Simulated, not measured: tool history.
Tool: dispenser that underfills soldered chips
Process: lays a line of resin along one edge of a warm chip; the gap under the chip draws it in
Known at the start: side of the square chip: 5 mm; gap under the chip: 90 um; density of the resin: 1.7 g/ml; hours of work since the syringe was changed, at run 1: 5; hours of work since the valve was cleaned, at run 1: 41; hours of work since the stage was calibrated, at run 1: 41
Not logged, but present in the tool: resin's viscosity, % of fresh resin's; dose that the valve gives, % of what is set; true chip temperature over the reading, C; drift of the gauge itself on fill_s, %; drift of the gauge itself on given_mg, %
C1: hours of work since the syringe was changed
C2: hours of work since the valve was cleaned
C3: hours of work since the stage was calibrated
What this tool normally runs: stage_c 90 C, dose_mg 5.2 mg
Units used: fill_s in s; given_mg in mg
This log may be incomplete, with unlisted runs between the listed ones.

{"run": 1, "hour": 0.0, "stage_c": 90, "dose_mg": 5.2, "C1": 5, "C2": 41, "C3": 41, "fill_s": 11.3, "given_mg": 4.96}
{"hour": 3.0, "done": "new syringe of resin"}
{"hour": 13.2, "done": "new syringe of resin"}
{"run": 2, "hour": 13.7, "stage_c": 90, "dose_mg": 5.2, "C1": 0, "C2": 50, "C3": 50, "fill_s": 8.1, "given_mg": 4.95}
{"hour": 23.7, "done": "new syringe of resin"}
{"run": 3, "hour": 24.8, "stage_c": 90, "dose_mg": 5.2, "C1": 1, "C2": 58, "C3": 58, "fill_s": 8.5, "given_mg": 4.94}
{"hour": 33.8, "done": "new syringe of resin"}
{"run": 4, "hour": 38.7, "stage_c": 81, "dose_mg": 5.2, "C1": 3, "C2": 67, "C3": 67, "fill_s": 14, "given_mg": 4.88}
{"hour": 43.5, "done": "new syringe of resin"}
{"hour": 53.9, "done": "new syringe of resin"}
{"run": 5, "hour": 54.0, "stage_c": 90, "dose_mg": 5.2, "C1": 0, "C2": 77, "C3": 77, "fill_s": 8.8, "given_mg": 4.88}
{"hour": 56.3, "done": "dispensing valve cleaned and set on the balance"}
{"run": 6, "hour": 61.3, "stage_c": 90, "dose_mg": 5.2, "C1": 4, "C2": 3, "C3": 81, "fill_s": 11.2, "given_mg": 5.21}
{"hour": 64.6, "done": "new syringe of resin"}
{"run": 7, "hour": 68.9, "stage_c": 94, "dose_mg": 5.2, "C1": 3, "C2": 8, "C3": 86, "fill_s": 9.1, "given_mg": 5.13}
{"hour": 75.3, "done": "new syringe of resin"}
{"run": 8, "hour": 81.0, "stage_c": 90, "dose_mg": 5.2, "C1": 4, "C2": 17, "C3": 94, "fill_s": 10.5, "given_mg": 5.1}
{"hour": 84.8, "done": "new syringe of resin"}
{"hour": 94.9, "done": "new syringe of resin"}
{"run": 9, "hour": 95.1, "stage_c": 79, "dose_mg": 5.2, "C1": 0, "C2": 26, "C3": 104, "fill_s": 11.5, "given_mg": 5.07}
{"hour": 104.9, "done": "new syringe of resin"}
{"run": 10, "hour": 108.5, "stage_c": 102, "dose_mg": 5.2, "C1": 2, "C2": 35, "C3": 113, "fill_s": 7.2, "given_mg": 5.03}
{"hour": 114.6, "done": "new syringe of resin"}
{"run": 11, "hour": 123.1, "stage_c": 90, "dose_mg": 5.92, "C1": 6, "C2": 45, "C3": 122, "fill_s": 12, "given_mg": 5.67}
{"hour": 124.4, "done": "new syringe of resin"}
{"run": 12, "hour": 130.5, "stage_c": 90, "dose_mg": 5.92, "C1": 4, "C2": 49, "C3": 127, "fill_s": 9.8, "given_mg": 5.59}
{"hour": 134.5, "done": "new syringe of resin"}
{"run": 13, "hour": 137.5, "stage_c": 90, "dose_mg": 5.2, "C1": 2, "C2": 54, "C3": 132, "fill_s": 8.8, "given_mg": 4.93}
{"hour": 144.5, "done": "new syringe of resin"}
{"run": 14, "hour": 150.3, "stage_c": 90, "dose_mg": 5.2, "C1": 4, "C2": 63, "C3": 140, "fill_s": 11, "given_mg": 4.92}
{"hour": 154.3, "done": "new syringe of resin"}
{"run": 15, "hour": 159.6, "stage_c": 90, "dose_mg": 5.2, "C1": 4, "C2": 69, "C3": 147, "fill_s": 10.4, "given_mg": 4.85}
{"hour": 164.1, "done": "new syringe of resin"}
{"run": 16, "hour": 168.8, "stage_c": 90, "dose_mg": 4.98, "C1": 3, "C2": 75, "C3": 153, "fill_s": 10.2, "given_mg": 4.61}
{"hour": 173.6, "done": "dispensing valve cleaned and set on the balance"}
{"hour": 174.7, "done": "new syringe of resin"}
{"run": 17, "hour": 179.3, "stage_c": 93, "dose_mg": 5.2, "C1": 3, "C2": 4, "C3": 159, "fill_s": 8.7, "given_mg": 5.18}
{"hour": 184.9, "done": "new syringe of resin"}
{"run": 18, "hour": 191.7, "stage_c": 93, "dose_mg": 5.2, "C1": 5, "C2": 12, "C3": 167, "fill_s": 10.1, "given_mg": 5.15}
{"hour": 194.6, "done": "new syringe of resin"}
{"hour": 204.6, "done": "new syringe of resin"}
{"run": 19, "hour": 204.6, "stage_c": 81, "dose_mg": 5.76, "C1": 0, "C2": 20, "C3": 176, "fill_s": 10, "given_mg": 5.66}
{"run": 20, "hour": 212.2, "stage_c": 91, "dose_mg": 4.73, "C1": 5, "C2": 26, "C3": 181, "fill_s": 11.5, "given_mg": 4.66}
{"hour": 214.9, "done": "new syringe of resin"}
{"hour": 225.2, "done": "new syringe of resin"}
{"run": 21, "hour": 227.6, "stage_c": 105, "dose_mg": 5.83, "C1": 2, "C2": 36, "C3": 191, "fill_s": 4.9, "given_mg": 5.67}
{"hour": 234.8, "done": "new syringe of resin"}
{"run": 22, "hour": 241.1, "stage_c": 77, "dose_mg": 5.95, "C1": 4, "C2": 45, "C3": 200, "fill_s": 15.7, "given_mg": 5.74}
{"hour": 245.0, "done": "new syringe of resin"}
{"run": 23, "hour": 248.1, "stage_c": 77, "dose_mg": 5.95, "C1": 2, "C2": 50, "C3": 205, "fill_s": 14, "given_mg": 5.68}
{"hour": 254.7, "done": "new syringe of resin"}
{"run": 24, "hour": 262.9, "stage_c": 81, "dose_mg": 5, "C1": 6, "C2": 59, "C3": 215, "fill_s": 16.6, "given_mg": 4.72}
{"hour": 265.2, "done": "new syringe of resin"}
{"run": 25, "hour": 274.0, "stage_c": 101, "dose_mg": 4.57, "C1": 6, "C2": 67, "C3": 222, "fill_s": 8.7, "given_mg": 4.34}
{"hour": 275.0, "done": "new syringe of resin"}
{"run": 26, "hour": 282.8, "stage_c": 101, "dose_mg": 4.57, "C1": 5, "C2": 73, "C3": 228, "fill_s": 8.5, "given_mg": 4.26}
{"hour": 285.1, "done": "new syringe of resin"}
{"hour": 291.4, "done": "dispensing valve cleaned and set on the balance"}
{"run": 27, "hour": 292.9, "stage_c": 92, "dose_mg": 5.06, "C1": 5, "C2": 1, "C3": 234, "fill_s": 10.2, "given_mg": 5.06}
{"hour": 296.5, "done": "new syringe of resin"}
{"hour": 306.6, "done": "new syringe of resin"}
{"run": 28, "hour": 307.2, "stage_c": 81, "dose_mg": 4.9, "C1": 0, "C2": 10, "C3": 243, "fill_s": 10.8, "given_mg": 4.85}
{"hour": 316.4, "done": "new syringe of resin"}
{"run": 29, "hour": 316.8, "stage_c": 103, "dose_mg": 5.84, "C1": 0, "C2": 17, "C3": 250, "fill_s": 4.9, "given_mg": 5.72}
{"run": 30, "hour": 324.5, "stage_c": 103, "dose_mg": 5.84, "C1": 6, "C2": 22, "C3": 255, "fill_s": 7.8, "given_mg": 5.74}

For run 31, what comes out?
{"hour": 327.2, "done": "new syringe of resin"}
{"run": 31, "hour": 332.4, "stage_c": 89, "dose_mg": 6.6, "C1": 4, "C2": 27, "C3": 260, "fill_s": "?", "given_mg": "?"}

{"run 31": {"fill_s": 10.2, "given_mg": 6.39}}
With the hidden condition absent and the run-to-run variation left alone, this run would have shown fill_s 8.4 s, given_mg 6.55 mg.
